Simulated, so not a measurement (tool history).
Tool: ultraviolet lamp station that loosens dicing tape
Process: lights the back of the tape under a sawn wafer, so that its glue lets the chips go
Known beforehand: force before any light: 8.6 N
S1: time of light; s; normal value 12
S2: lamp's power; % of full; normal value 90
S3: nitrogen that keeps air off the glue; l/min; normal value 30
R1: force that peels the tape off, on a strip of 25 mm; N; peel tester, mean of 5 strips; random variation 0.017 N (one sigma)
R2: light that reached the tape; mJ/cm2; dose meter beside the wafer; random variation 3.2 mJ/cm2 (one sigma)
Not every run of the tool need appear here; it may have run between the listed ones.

| run | hour | S1 | S2 | S3 | R1 | R2 |
|---|---|---|---|---|---|---|
| 1 | 0.0 | 12 | 90 | 30 | 0.969 | 447 |
| 2 | 88.0 | 12 | 90 | 30 | 0.997 | 429 |
| 3 | 170.1 | 12 | 90 | 30 | 1.063 | 423 |
| 4 | 265.1 | 12 | 90 | 30 | 1.110 | 410 |
| 5 | 307.5 | 12 | 90 | 30 | 1.149 | 402 |
| 6 | 372.8 | 12 | 63 | 30 | 2.108 | 280 |
|  | 412.4 | window cleaned of glue's vapour |
| 7 | 448.8 | 12 | 63 | 30 | 2.436 | 252 |
| 8 | 513.7 | 12 | 63 | 30 | 2.452 | 247 |
| 9 | 557.7 | 12 | 63 | 30 | 2.393 | 244 |
| 10 | 624.8 | 12 | 68 | 30 | 2.321 | 256 |
| 11 | 665.0 | 12 | 90 | 9 | 2.958 | 340 |
| 12 | 720.0 | 12 | 90 | 30 | 1.550 | 333 |
| 13 | 790.6 | 12 | 90 | 30 | 1.679 | 325 |
|  | 806.1 | window cleaned of glue's vapour, once more |
| 14 | 858.4 | 12 | 90 | 30 | 1.104 | 412 |
| 15 | 923.3 | 12 | 90 | 30 | 1.109 | 408 |
| 16 | 1000.6 | 12 | 90 | 30 | 1.222 | 395 |
| 17 | 1077.5 | 12 | 90 | 30 | 1.240 | 382 |
| 18 | 1155.3 | 12 | 90 | 30 | 1.306 | 378 |
| 19 | 1245.2 | 12 | 90 | 45 | 1.027 | 367 |
| 20 | 1301.1 | 10 | 90 | 30 | 1.865 | 305 |
| 21 | 1341.6 | 12 | 65 | 30 | 2.272 | 260 |
| 22 | 1434.9 | 12 | 72 | 30 | 2.114 | 281 |
| 23 | 1494.5 | 12 | 89 | 30 | 1.539 | 342 |
| 24 | 1569.9 | 8 | 90 | 30 | 2.790 | 225 |
|  | 1583.2 | window cleaned of glue's vapour |
| 25 | 1644.6 | 8 | 90 | 30 | 2.510 | 243 |
| 26 | 1688.1 | 16 | 83 | 42 | 0.778 | 439 |
| 27 | 1745.6 | 16 | 83 | 42 | 0.774 | 433 |
| 28 | 1823.1 | 11 | 90 | 10 | 2.988 | 317 |
| 29 | 1916.6 | 11 | 90 | 10 | 3.135 | 307 |
| 30 | 2002.0 | 11 | 90 | 10 | 3.368 | 301 |
| 31 | 2059.5 | 12 | 96 | 11 | 2.770 | 340 |
| 32 | 2125.4 | 12 | 64 | 38 | 2.445 | 219 |
| 33 | 2178.6 | 12 | 64 | 38 | 2.478 | 219 |
| 34 | 2269.6 | 8 | 64 | 47 | 3.663 | 140 |
| 35 | 2318.1 | 6 | 94 | 47 | 3.311 | 152 |
|  | 2362.1 | window cleaned of glue's vapour |
| 36 | 2407.3 | 14 | 72 | 30 | 1.897 | 297 |
|  | 2442.9 | lamp changed |
| 37 | 2474.1 | 14 | 72 | 30 | 0.978 | 440 |
| 38 | 2530.4 | 10 | 77 | 12 | 2.781 | 334 |
| 39 | 2571.6 | 15 | 90 | 12 | 1.178 | 582 |
| 40 | 2621.9 | 15 | 89 | 13 | 1.215 | 562 |
| 41 | 2698.8 | 15 | 89 | 13 | 1.272 | 552 |
| 42 | 2742.5 | 12 | 61 | 57 | 1.256 | 302 |

3 ways to go on from here, each from the tool as it stands after run 42. What would each give?
| A | 2795.0 | 6 | 92 | 53 | ? | ? |
| B | 2795.0 | 14 | 90 | 11 | ? | ? |
| C | 2795.0 | 12 | 90 | 37 | ? | ? |

| run | R1 | R2 |
|---|---|---|
| A | 2.229 | 224 |
| B | 1.638 | 512 |
| C | 0.852 | 431 |
Had the tool no hidden state, the same runs would have come out as:
| run | R1 | R2 |
|---|---|---|
| A | 1.906 | 250 |
| B | 1.365 | 572 |
| C | 0.682 | 482 |
